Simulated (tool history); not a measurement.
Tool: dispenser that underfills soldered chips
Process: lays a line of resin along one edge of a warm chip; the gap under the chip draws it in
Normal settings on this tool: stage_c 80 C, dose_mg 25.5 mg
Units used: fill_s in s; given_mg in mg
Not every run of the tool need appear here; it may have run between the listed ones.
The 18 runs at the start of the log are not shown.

run,hour,stage_c,dose_mg,fill_s,given_mg
19,69.2,80,32.7,146.4,31.95
# hour 71.7: new syringe of resin
20,73.1,68,21.8,146.6,21.28
21,78,94,23.9,70,23.26
22,80.6,81,24.5,131.5,24.02
23,84,71,22.4,235.6,21.96
# hour 84.8: new syringe of resin
# hour 89: dispensing valve cleaned and set on the balance
24,89.3,68,30.2,159.2,30.1
25,94,77,29.5,142.6,29.53
26,98.2,77,29.5,180.1,29.64
# hour 98.8: new syringe of resin
27,100.9,77,29.5,104.5,29.23
28,103.4,77,32.3,118.8,32.14
29,105.6,78,32.6,131.6,32.61
30,109.2,79,32.6,152.3,32.41
# hour 111.9: new syringe of resin
31,111.9,85,32.4,66.1,32.26
32,116.7,85,29.9,88.2,29.53
33,121.6,85,32.3,111.1,32.07
34,124,85,24.3,132,24.09
# hour 124.9: new syringe of resin
35,129.3,85,27.9,86.1,27.59
36,132.8,75,32.5,157.5,32.2

Each row is a separate what-if for the run after 36, all from the same tool condition, not one after another. Results?
A,137.5,79,32.5,?,?
B,137.5,65,33,?,?
C,137.5,82,25.5,?,?

run,fill_s,given_mg
A,172.7,31.96
B,304.8,32.55
C,152.1,25.21
Take away the tool's hidden state, keep each run's random variation, and the runs would have read:
run,fill_s,given_mg
A,82.5,32.47
B,144.9,33.07
C,72.4,25.61

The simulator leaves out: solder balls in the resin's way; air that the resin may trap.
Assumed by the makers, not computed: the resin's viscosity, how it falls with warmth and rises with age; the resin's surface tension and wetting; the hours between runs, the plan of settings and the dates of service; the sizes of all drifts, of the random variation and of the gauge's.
